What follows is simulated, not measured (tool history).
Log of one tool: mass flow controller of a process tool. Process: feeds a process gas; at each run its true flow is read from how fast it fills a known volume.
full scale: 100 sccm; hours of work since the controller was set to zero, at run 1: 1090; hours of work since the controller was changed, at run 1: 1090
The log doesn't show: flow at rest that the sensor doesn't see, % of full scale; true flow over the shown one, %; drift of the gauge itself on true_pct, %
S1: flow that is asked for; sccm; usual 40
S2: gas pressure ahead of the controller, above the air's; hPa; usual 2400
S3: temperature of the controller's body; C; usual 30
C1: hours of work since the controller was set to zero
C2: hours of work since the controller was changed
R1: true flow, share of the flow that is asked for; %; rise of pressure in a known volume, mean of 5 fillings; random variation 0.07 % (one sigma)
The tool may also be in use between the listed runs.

| run | hour | S1 | S2 | S3 | C1 | C2 | R1 |
|---|---|---|---|---|---|---|---|
| 1 | 0 | 40 | 2400 | 30 | 1090 | 1090 | 99.5 |
| 2 | 91.2 | 40 | 2400 | 31 | 1123 | 1123 | 99.42 |
| 3 | 154.7 | 40 | 2400 | 22 | 1146 | 1146 | 99.04 |
| 4 | 232.6 | 40 | 1820 | 22 | 1175 | 1175 | 98.92 |
| 5 | 288.5 | 55 | 1820 | 22 | 1195 | 1195 | 99.35 |
| 6 | 340.2 | 40 | 2100 | 30 | 1214 | 1214 | 99.42 |
| 7 | 457.3 | 40 | 2400 | 30 | 1256 | 1256 | 99.51 |
| 8 | 573.3 | 40 | 2400 | 25 | 1298 | 1298 | 99.13 |
| 9 | 624.8 | 43 | 2400 | 30 | 1317 | 1317 | 99.7 |
| 10 | 693 | 24 | 1900 | 30 | 1342 | 1342 | 98.65 |
| 11 | 801.4 | 21 | 1900 | 30 | 1381 | 1381 | 98.6 |
| 12 | 886.1 | 21 | 1900 | 30 | 1412 | 1412 | 98.45 |
| 13 | 951.5 | 33 | 2150 | 30 | 1436 | 1436 | 99.32 |
| 14 | 1034.5 | 15 | 2230 | 21 | 1466 | 1466 | 97.41 |
| 15 | 1106 | 15 | 2520 | 21 | 1492 | 1492 | 97.3 |
| 16 | 1217.5 | 12 | 1790 | 27 | 1532 | 1532 | 97.15 |

Run 17 comes next. What will it give?
| 17 | 1273.1 | 28 | 2320 | 30 | 1553 | 1553 | ? |

R1: 98.99 %
Without the tool's hidden state the same run would have given R1 99.03 %.
